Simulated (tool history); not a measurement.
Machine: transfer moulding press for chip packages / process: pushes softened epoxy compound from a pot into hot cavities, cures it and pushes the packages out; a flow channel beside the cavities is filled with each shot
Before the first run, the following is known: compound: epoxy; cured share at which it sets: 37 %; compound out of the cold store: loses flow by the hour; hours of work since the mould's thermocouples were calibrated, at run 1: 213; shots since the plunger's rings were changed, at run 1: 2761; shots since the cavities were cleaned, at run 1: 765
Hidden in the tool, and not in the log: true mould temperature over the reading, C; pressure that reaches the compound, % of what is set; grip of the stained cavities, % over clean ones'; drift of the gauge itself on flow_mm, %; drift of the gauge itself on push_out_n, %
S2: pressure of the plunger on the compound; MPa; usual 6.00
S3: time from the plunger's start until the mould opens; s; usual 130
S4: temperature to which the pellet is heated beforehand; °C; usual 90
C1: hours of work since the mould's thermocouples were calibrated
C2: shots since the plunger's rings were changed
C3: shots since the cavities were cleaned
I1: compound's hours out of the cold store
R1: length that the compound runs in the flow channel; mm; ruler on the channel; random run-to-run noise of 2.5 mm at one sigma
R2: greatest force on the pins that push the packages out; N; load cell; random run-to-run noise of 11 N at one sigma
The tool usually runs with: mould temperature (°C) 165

run 1 hour=0.0 | mould_temperature_(°C)=165 S2=6.00 S3=130 S4=90 | C1=213 C2=2761 C3=765 | I1=43.8 | R1=701 R2=975
-- hour=13.1 cavities cleaned with cleaning compound and waxed
run 2 hour=13.2 | mould_temperature_(°C)=165 S2=6.00 S3=130 S4=98 | C1=218 C2=2840 C3=0 | I1=42.4 | R1=710 R2=483
run 3 hour=22.5 | mould_temperature_(°C)=165 S2=6.00 S3=130 S4=98 | C1=222 C2=2904 C3=64 | I1=32.8 | R1=743 R2=590
run 4 hour=31.6 | mould_temperature_(°C)=165 S2=6.00 S3=130 S4=98 | C1=226 C2=2966 C3=126 | I1=36.4 | R1=726 R2=654
run 5 hour=38.3 | mould_temperature_(°C)=165 S2=6.00 S3=130 S4=98 | C1=229 C2=3012 C3=172 | I1=23.7 | R1=787 R2=704
run 6 hour=48.2 | mould_temperature_(°C)=165 S2=6.00 S3=130 S4=82 | C1=234 C2=3079 C3=239 | I1=33.4 | R1=745 R2=750
run 7 hour=57.8 | mould_temperature_(°C)=165 S2=6.00 S3=130 S4=82 | C1=238 C2=3144 C3=304 | I1=43.5 | R1=695 R2=817
run 8 hour=67.8 | mould_temperature_(°C)=168 S2=6.00 S3=130 S4=82 | C1=243 C2=3212 C3=372 | I1=42.7 | R1=693 R2=793
run 9 hour=73.9 | mould_temperature_(°C)=165 S2=6.00 S3=130 S4=90 | C1=246 C2=3254 C3=414 | I1=33.5 | R1=740 R2=835
run 10 hour=82.9 | mould_temperature_(°C)=165 S2=6.00 S3=130 S4=90 | C1=250 C2=3315 C3=475 | I1=32.1 | R1=746 R2=933
run 11 hour=88.6 | mould_temperature_(°C)=165 S2=6.00 S3=130 S4=90 | C1=252 C2=3354 C3=514 | I1=19.7 | R1=802 R2=917
run 12 hour=93.9 | mould_temperature_(°C)=165 S2=6.00 S3=130 S4=90 | C1=255 C2=3391 C3=551 | I1=31.4 | R1=750 R2=920
run 13 hour=102.3 | mould_temperature_(°C)=165 S2=6.00 S3=130 S4=90 | C1=259 C2=3448 C3=608 | I1=12.0 | R1=838 R2=1024
run 14 hour=114.0 | mould_temperature_(°C)=165 S2=6.00 S3=130 S4=90 | C1=264 C2=3528 C3=688 | I1=32.7 | R1=739 R2=987
run 15 hour=121.2 | mould_temperature_(°C)=172 S2=6.00 S3=113 S4=90 | C1=267 C2=3577 C3=737 | I1=28.2 | R1=743 R2=957
run 16 hour=127.4 | mould_temperature_(°C)=165 S2=6.94 S3=130 S4=88 | C1=270 C2=3619 C3=779 | I1=20.7 | R1=854 R2=1017
run 17 hour=133.2 | mould_temperature_(°C)=157 S2=6.94 S3=130 S4=88 | C1=273 C2=3658 C3=818 | I1=34.5 | R1=804 R2=1558
-- hour=139.0 cavities cleaned with cleaning compound and waxed
run 18 hour=142.0 | mould_temperature_(°C)=161 S2=5.02 S3=130 S4=90 | C1=276 C2=3708 C3=20 | I1=8.4 | R1=793 R2=689
run 19 hour=150.7 | mould_temperature_(°C)=160 S2=5.02 S3=130 S4=93 | C1=280 C2=3767 C3=79 | I1=16.0 | R1=752 R2=793
run 20 hour=160.7 | mould_temperature_(°C)=160 S2=5.02 S3=130 S4=93 | C1=284 C2=3836 C3=148 | I1=44.0 | R1=640 R2=805
run 21 hour=166.6 | mould_temperature_(°C)=164 S2=5.00 S3=152 S4=98 | C1=287 C2=3876 C3=188 | I1=11.5 | R1=765 R2=657
-- hour=170.4 plunger's sealing rings changed
run 22 hour=177.4 | mould_temperature_(°C)=165 S2=6.00 S3=156 S4=90 | C1=291 C2=47 C3=244 | I1=44.2 | R1=733 R2=722
run 23 hour=182.3 | mould_temperature_(°C)=169 S2=7.40 S3=167 S4=90 | C1=293 C2=81 C3=278 | I1=18.5 | R1=934 R2=695
run 24 hour=191.7 | mould_temperature_(°C)=165 S2=7.38 S3=158 S4=86 | C1=297 C2=145 C3=342 | I1=10.0 | R1=987 R2=756
run 25 hour=199.2 | mould_temperature_(°C)=165 S2=7.38 S3=158 S4=86 | C1=301 C2=196 C3=393 | I1=29.8 | R1=877 R2=760
run 26 hour=204.9 | mould_temperature_(°C)=160 S2=7.28 S3=111 S4=98 | C1=303 C2=234 C3=431 | I1=19.6 | R1=942 R2=1548

Run 27 comes next. What will it give?
run 27 hour=215.0 | mould_temperature_(°C)=165 S2=5.74 S3=130 S4=95 | C1=308 C2=304 C3=501 | I1=25.5 | R1=? R2=?

R1: 792 mm
R2: 916 N
Without the tool's hidden state the same run would have given R1 795 mm, R2 481 N.

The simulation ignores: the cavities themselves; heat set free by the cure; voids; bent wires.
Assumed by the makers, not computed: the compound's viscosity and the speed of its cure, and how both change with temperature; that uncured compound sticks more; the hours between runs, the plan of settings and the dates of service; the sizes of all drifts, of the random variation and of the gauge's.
